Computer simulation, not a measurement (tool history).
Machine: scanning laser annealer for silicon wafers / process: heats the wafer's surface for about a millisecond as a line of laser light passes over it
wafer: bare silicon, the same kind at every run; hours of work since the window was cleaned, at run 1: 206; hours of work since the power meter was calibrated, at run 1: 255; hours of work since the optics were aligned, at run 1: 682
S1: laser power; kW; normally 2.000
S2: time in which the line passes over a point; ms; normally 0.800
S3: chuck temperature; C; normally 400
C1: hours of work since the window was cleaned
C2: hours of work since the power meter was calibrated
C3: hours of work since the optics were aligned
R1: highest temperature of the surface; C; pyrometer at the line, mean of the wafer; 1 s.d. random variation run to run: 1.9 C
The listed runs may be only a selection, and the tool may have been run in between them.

run,hour,S1,S2,S3,C1,C2,C3,R1
1,0.0,2.000,0.800,400,206,255,682,1247
2,9.6,2.000,0.800,400,213,262,689,1245
3,19.6,2.000,0.800,400,221,270,696,1246
4,28.8,2.000,0.800,400,228,277,703,1246
5,39.4,2.000,0.800,400,236,285,711,1246
6,50.2,2.000,0.800,400,244,293,719,1243
7,69.6,2.000,0.800,400,258,308,734,1245
8,86.2,2.000,0.800,400,271,320,747,1244
9,107.2,2.000,0.800,400,287,336,763,1247
10,120.3,2.000,0.800,400,297,346,773,1242
11,136.2,2.000,0.800,400,309,358,785,1242
12,149.6,2.000,0.800,400,319,368,795,1243
13,170.6,2.000,0.800,416,335,384,811,1261
14,183.8,2.000,0.800,400,345,394,821,1249
15,203.2,2.000,0.800,400,360,409,835,1244
16,219.5,2.000,0.800,400,372,421,848,1242
17,234.6,2.000,0.800,400,383,433,859,1240
18,250.8,2.000,0.800,400,396,445,871,1244
19,262.3,2.000,0.800,400,404,454,880,1243
20,283.4,2.000,0.688,400,420,470,896,1174
21,296.5,2.000,0.688,400,430,480,906,1176
22,305.6,2.000,0.688,400,437,486,913,1177
23,316.7,2.000,0.751,400,445,495,921,1213
24,329.3,2.135,0.618,419,455,504,931,1194
25,339.4,1.969,0.800,400,463,512,938,1233
26,350.0,1.969,0.632,394,471,520,946,1117
27,363.4,2.115,0.728,400,481,530,957,1240
28,379.6,1.762,0.667,435,493,542,969,1110
29,394.4,1.762,0.667,435,504,554,980,1110
30,412.1,2.000,0.946,390,518,567,993,1320
31,425.4,2.000,0.800,364,528,577,1004,1207
32,444.9,2.000,0.800,374,543,592,1018,1219
33,458.1,2.000,0.800,374,553,602,1028,1221
34,473.6,2.000,0.701,403,564,614,1040,1185
35,492.6,1.937,0.949,428,579,628,1054,1331
36,501.9,2.036,0.705,416,586,635,1061,1212
# hour 515.3: window over the wafer cleaned
37,518.9,1.803,0.839,394,3,646,1073,1181
38,533.4,1.803,0.839,394,14,657,1084,1185
39,544.2,1.803,0.839,394,22,666,1092,1183
40,559.7,1.999,0.839,386,34,677,1104,1249
41,571.4,1.784,0.643,378,42,686,1112,1050

3 ways to go on from here, each from the tool as it stands after run 41. What would each give?
A,583.2,2.186,0.571,400,51,695,1121,?
B,583.2,2.184,0.643,378,51,695,1121,?
C,583.2,1.784,0.755,378,51,695,1121,?

run,R1
A,1156
B,1183
C,1113
Take away the tool's hidden state, keep each run's random variation, and the runs would have read:
run,R1
A,1157
B,1184
C,1114
